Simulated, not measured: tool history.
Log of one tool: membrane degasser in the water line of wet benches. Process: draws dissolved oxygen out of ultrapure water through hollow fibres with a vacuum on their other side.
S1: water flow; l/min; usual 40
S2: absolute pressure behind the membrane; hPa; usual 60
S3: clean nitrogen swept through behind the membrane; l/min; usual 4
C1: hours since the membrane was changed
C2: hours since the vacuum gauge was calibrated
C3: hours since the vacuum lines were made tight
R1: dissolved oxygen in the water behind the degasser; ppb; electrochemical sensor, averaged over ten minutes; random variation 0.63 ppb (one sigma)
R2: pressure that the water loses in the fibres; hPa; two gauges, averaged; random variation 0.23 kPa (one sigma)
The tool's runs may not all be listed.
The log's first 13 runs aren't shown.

Run 14, day 37.642: usual settings but S3 1.65 l/min; C1 3030; C2 8227; C3 738. Result: R1 160.4 ppb, R2 577 hPa.
Run 15, day 39.608: usual settings but S3 1.65 l/min; C1 3077; C2 8274; C3 785. Result: R1 163 ppb, R2 578 hPa.
Run 16, day 41.371: usual settings but S3 1.65 l/min; C1 3119; C2 8317; C3 827. Result: R1 159.4 ppb, R2 575.1 hPa.
Run 17, day 43.275: usual settings; C1 3165; C2 8362; C3 873. Result: R1 76.2 ppb, R2 575.5 hPa.
Run 18, day 46.121: usual settings but S2 105.6 hPa, S3 1.82 l/min; C1 3233; C2 8431; C3 941. Result: R1 356.1 ppb, R2 578.4 hPa.
Run 19, day 49.075: usual settings but S2 105.6 hPa, S3 1.82 l/min; C1 3304; C2 8501; C3 1012. Result: R1 359.6 ppb, R2 578.4 hPa.
Run 20, day 52.562: usual settings but S1 29 l/min, S2 80.9 hPa, S3 3.55 l/min; C1 3388; C2 8585; C3 1096. Result: R1 100.5 ppb, R2 421.9 hPa.
Run 21, day 54.862: usual settings but S2 60.2 hPa, S3 1.83 l/min; C1 3443; C2 8640; C3 1151. Result: R1 150.1 ppb, R2 577.4 hPa.
Run 22, day 57.638: usual settings but S2 60.2 hPa, S3 1.83 l/min; C1 3510; C2 8707; C3 1217. Result: R1 149.5 ppb, R2 577.1 hPa.
At day 59.038: vacuum gauge calibrated.
Run 23, day 61.15: usual settings but S1 46 l/min, S2 55.2 hPa, S3 2.71 l/min; C1 3593; C2 51; C3 1301. Result: R1 99.3 ppb, R2 664.7 hPa.
Run 24, day 63.308: usual settings but S1 34 l/min, S2 60.7 hPa, S3 9.16 l/min; C1 3645; C2 102; C3 1353. Result: R1 29.4 ppb, R2 491.5 hPa.
Run 25, day 65.838: usual settings but S1 53 l/min, S2 81.1 hPa; C1 3706; C2 163; C3 1414. Result: R1 167 ppb, R2 765.5 hPa.
Run 26, day 68.325: usual settings but S1 59 l/min, S2 87.6 hPa, S3 11.95 l/min; C1 3766; C2 223; C3 1473. Result: R1 93.9 ppb, R2 848.3 hPa.
Run 27, day 71.912: usual settings but S1 28 l/min, S3 2.31 l/min; C1 3852; C2 309; C3 1560. Result: R1 80.2 ppb, R2 407.6 hPa.
Run 28, day 75.758: usual settings but S2 56.2 hPa, S3 1.99 l/min; C1 3944; C2 401; C3 1652. Result: R1 113.6 ppb, R2 581.7 hPa.
Run 29, day 78.054: usual settings but S2 39.7 hPa; C1 3999; C2 456; C3 1707. Result: R1 25.1 ppb, R2 582.1 hPa.
Run 30, day 79.783: usual settings but S2 47.1 hPa, S3 7.83 l/min; C1 4041; C2 498; C3 1748. Result: R1 25 ppb, R2 576.6 hPa.
Run 31, day 81.65: usual settings but S1 24 l/min, S2 58.2 hPa, S3 2.22 l/min; C1 4085; C2 543; C3 1793. Result: R1 67 ppb, R2 350 hPa.
Run 32, day 84.683: usual settings but S1 24 l/min, S2 58.2 hPa, S3 2.22 l/min; C1 4158; C2 616; C3 1866. Result: R1 66.4 ppb, R2 350.1 hPa.
Run 33, day 86.704: usual settings but S1 59 l/min; C1 4207; C2 664; C3 1914. Result: R1 121.9 ppb, R2 853.2 hPa.

Forecast each of these 3 alternatives for the next run:
Run A, day 88.862: usual settings but S2 72.1 hPa, S3 7.54 l/min; C1 4258; C2 716; C3 1966. Result: R1 ?, R2 ?.
Run B, day 88.862: usual settings but S1 33 l/min, S2 81.5 hPa, S3 2.53 l/min; C1 4258; C2 716; C3 1966. Result: R1 ?, R2 ?.
Run C, day 88.862: usual settings but S3 2.12 l/min; C1 4258; C2 716; C3 1966. Result: R1 ?, R2 ?.

run     R1     R2
  A     58  580.4
  B  151.1  479.4
  C  123.7  581.1
Without the tool's hidden state the same runs would have given:
run     R1     R2
  A   56.6  567.7
  B  149.6  468.8
  C  121.9  568.3
